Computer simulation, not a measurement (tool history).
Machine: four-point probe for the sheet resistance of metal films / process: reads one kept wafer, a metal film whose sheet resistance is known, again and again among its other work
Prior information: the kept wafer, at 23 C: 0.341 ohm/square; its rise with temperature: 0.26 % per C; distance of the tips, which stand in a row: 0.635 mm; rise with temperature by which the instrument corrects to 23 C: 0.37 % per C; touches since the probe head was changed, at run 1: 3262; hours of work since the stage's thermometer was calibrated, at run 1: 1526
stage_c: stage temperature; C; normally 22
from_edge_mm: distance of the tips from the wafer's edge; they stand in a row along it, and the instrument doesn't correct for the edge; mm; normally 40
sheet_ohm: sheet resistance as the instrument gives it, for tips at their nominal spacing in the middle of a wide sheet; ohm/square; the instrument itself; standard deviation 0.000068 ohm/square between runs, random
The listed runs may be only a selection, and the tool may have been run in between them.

run	hour	stage_c	from_edge_mm	touches since the probe head was changed	hours of work since the stage's thermometer was calibrated	sheet_ohm
1	0.0	22	40	3262	1526	0.341397
2	13.7	22	40	3514	1537	0.341320
3	27.8	35	40	3771	1548	0.336855
4	44.0	22	21	4067	1561	0.341657
5	60.0	22	21	4361	1574	0.341603
6	72.5	22	40	4588	1584	0.341398
7	82.1	22	40	4765	1592	0.341387
8	90.7	22	40	4922	1598	0.341375
9	99.7	22	40	5087	1606	0.341331
10	112.2	22	40	5315	1616	0.341426
11	121.3	22	40	5481	1623	0.341509
12	136.0	22	40	5750	1634	0.341483
13	148.2	21	40	5974	1644	0.341881
14	156.6	22	40	6127	1651	0.341402
15	165.7	22	40	6294	1658	0.341410
16	181.1	22	40	6575	1670	0.341351
17	194.2	22	40	6816	1681	0.341410
18	205.1	22	40	7015	1690	0.341445
19	214.5	22	47	7186	1697	0.341479
20	229.0	22	47	7452	1709	0.341417
21	241.9	22	20	7687	1719	0.341481
22	254.2	22	20	7913	1729	0.341559
23	268.7	22	40	8178	1740	0.341434
24	276.0	22	40	8311	1746	0.341509
25	285.2	34	24	8480	1753	0.337327
26	300.9	34	24	8766	1766	0.337326
27	309.4	22	8	8922	1772	0.342430
28	318.2	21	21	9084	1780	0.341945
29	326.5	27	40	9236	1786	0.339601
30	340.7	33	6	9496	1797	0.339575
31	356.6	26	46	9787	1810	0.339964
32	366.5	30	27	9968	1818	0.338551
33	379.5	26	23	10205	1828	0.340050
34	390.8	26	23	10412	1837	0.340101
35	404.5	21	17	10663	1848	0.342007
36	416.0	30	23	10873	1857	0.338559
37	424.7	23	8	11032	1864	0.342141
38	437.9	20	4	11274	1875	0.346852
39	448.0	21	40	11459	1883	0.341850
40	458.1	21	40	11643	1891	0.341819
41	474.6	27	17	11945	1904	0.339744
42	488.3	35	23	12196	1915	0.336999
43	496.4	21	23	12344	1921	0.341756

What will run 44 give?
44	506.8	21	40	12534	1930	?

{"run 44": {"sheet_ohm": 0.341888}}
Had the tool carried no hidden state, the very same run would have given sheet_ohm 0.341889 ohm/square.
